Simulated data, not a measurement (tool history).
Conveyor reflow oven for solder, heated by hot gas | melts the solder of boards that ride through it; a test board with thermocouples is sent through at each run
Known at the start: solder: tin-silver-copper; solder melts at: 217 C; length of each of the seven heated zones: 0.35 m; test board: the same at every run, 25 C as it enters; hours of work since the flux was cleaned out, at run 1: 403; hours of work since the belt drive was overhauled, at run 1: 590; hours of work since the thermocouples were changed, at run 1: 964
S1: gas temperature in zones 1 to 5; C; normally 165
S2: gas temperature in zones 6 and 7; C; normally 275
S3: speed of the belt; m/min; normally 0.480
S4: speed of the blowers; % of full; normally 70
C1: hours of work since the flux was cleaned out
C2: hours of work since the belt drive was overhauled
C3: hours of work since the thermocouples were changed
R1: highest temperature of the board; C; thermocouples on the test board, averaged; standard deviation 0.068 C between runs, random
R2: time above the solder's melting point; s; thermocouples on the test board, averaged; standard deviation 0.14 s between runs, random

run,hour,S1,S2,S3,S4,C1,C2,C3,R1,R2
1,0.0,165,275,0.480,70,403,590,964,260.10,68.6
2,14.7,165,275,0.480,70,412,600,974,260.09,68.5
3,40.4,165,275,0.480,70,429,617,990,260.08,68.5
4,68.0,165,275,0.480,70,447,634,1008,260.16,68.3
# hour 82.0: flux residue cleaned out of gas plates and filters
5,89.6,165,275,0.480,70,5,645,1019,260.21,68.6
6,104.9,165,275,0.480,70,15,655,1029,260.02,68.3
7,122.8,165,286,0.480,70,26,667,1040,270.03,74.4
8,146.5,165,275,0.480,70,42,682,1055,259.93,68.6
9,171.0,165,275,0.480,70,57,698,1071,260.01,68.6
10,188.5,165,275,0.480,70,69,709,1083,260.17,68.5
11,204.4,165,275,0.477,70,79,719,1093,260.22,69.2
12,228.0,165,275,0.477,70,94,735,1108,260.31,69.4
13,249.8,165,275,0.477,70,108,749,1122,260.40,69.2
14,269.2,155,275,0.480,70,121,761,1135,258.69,64.4
15,285.1,155,275,0.480,70,131,771,1145,258.62,64.1
16,308.8,165,264,0.480,70,147,787,1160,250.23,61.3
17,331.0,163,264,0.480,75,161,801,1175,251.11,61.8
18,358.4,165,275,0.503,70,179,819,1192,258.60,63.9
19,380.7,172,264,0.480,70,193,833,1207,251.25,64.8
20,408.2,165,275,0.427,70,211,851,1225,263.60,80.5
21,432.8,176,265,0.522,53,227,867,1241,245.22,53.7
22,447.9,176,265,0.522,53,236,877,1250,245.28,53.5
23,467.3,165,267,0.467,70,249,889,1263,253.77,66.3
24,485.8,175,275,0.389,70,261,901,1275,266.86,95.4
25,504.1,162,281,0.525,54,273,913,1287,255.95,57.1
26,519.4,162,281,0.525,54,283,923,1296,256.03,57.3
# hour 531.5: thermocouples of zones 6 and 7 changed
27,549.4,173,275,0.456,55,301,941,12,258.64,73.5
28,565.3,173,275,0.456,55,311,951,22,258.63,73.6
29,584.2,165,275,0.480,80,323,963,34,262.34,70.5
30,604.9,179,264,0.480,51,337,977,47,247.14,62.6
31,627.6,179,264,0.457,63,351,991,62,252.03,71.6
32,639.5,179,264,0.457,63,359,999,70,251.95,71.6

Each row is a separate what-if for the run after 32, all from the same tool condition, not one after another. Results?
A,659.1,179,274,0.457,53,372,1012,82,?,?
B,659.1,154,278,0.500,63,372,1012,82,?,?
C,659.1,165,276,0.480,70,372,1012,82,?,?

run,R1,R2
A,258.04,75.5
B,257.44,59.8
C,261.10,69.1
With no hidden state in the tool, these same runs would have given:
run,R1,R2
A,258.02,75.4
B,257.43,59.8
C,261.09,69.0
